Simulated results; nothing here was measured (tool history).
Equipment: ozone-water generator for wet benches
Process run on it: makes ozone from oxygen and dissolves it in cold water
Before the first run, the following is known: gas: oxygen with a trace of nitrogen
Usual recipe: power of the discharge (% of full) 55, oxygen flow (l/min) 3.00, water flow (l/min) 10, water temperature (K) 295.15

run	hour	power of the discharge (% of full)	oxygen flow (l/min)	water flow (l/min)	water temperature (K)	dissolved ozone (ppm)	ozone in the gas ahead of the water (g/m3)
1	0.0	55	3.00	10	295.15	20.0	179.1
2	38.6	55	3.00	12	295.15	17.4	178.7
3	82.6	55	3.00	12	295.15	17.2	179.6
4	103.3	55	3.00	12	295.15	17.4	179.9
5	141.2	55	3.00	10	295.15	20.0	177.7
6	175.7	55	3.00	10	295.15	19.7	180.4
7	215.6	55	3.00	10	295.15	19.8	176.7
8	246.4	55	3.00	10	295.15	19.6	178.7
9	277.9	55	3.00	8	295.15	23.2	177.2
10	310.8	55	3.00	12	295.15	17.4	178.9
11	343.9	55	3.00	7	295.15	25.0	178.8
12	366.1	55	3.00	7	295.15	24.9	178.4
13	386.3	46	4.83	7	293.15	20.1	117.9
14	423.5	41	3.00	7	289.15	21.6	138.5
# hour 428.1: water thermometer calibrated
15	449.4	97	3.50	6	295.15	43.0	271.9
16	491.4	97	2.98	6	295.15	44.7	292.9
17	529.9	67	4.38	11	289.15	23.7	172.3
18	570.5	67	4.38	11	289.15	23.5	172.1
19	613.6	67	2.78	11	289.15	24.0	221.5
20	634.8	67	4.36	14	289.15	19.5	171.4

Alternative continuations, all from the tool just after run 20; predict every row:
A	663.2	55	3.00	10	288.15	?	?
B	663.2	55	3.00	9	295.15	?	?
C	663.2	67	2.68	14	289.15	?	?
D	663.2	62	4.36	15	301.15	?	?

run	dissolved ozone (ppm)	ozone in the gas ahead of the water (g/m3)
A	21.9	176.1
B	21.1	178.8
C	19.3	222.8
D	14.4	162.1
The same runs, with their run-to-run variation unchanged, on a tool lacking any hidden condition would have given:
run	dissolved ozone (ppm)	ozone in the gas ahead of the water (g/m3)
A	22.6	178.2
B	21.7	181.0
C	20.0	226.0
D	15.0	164.2
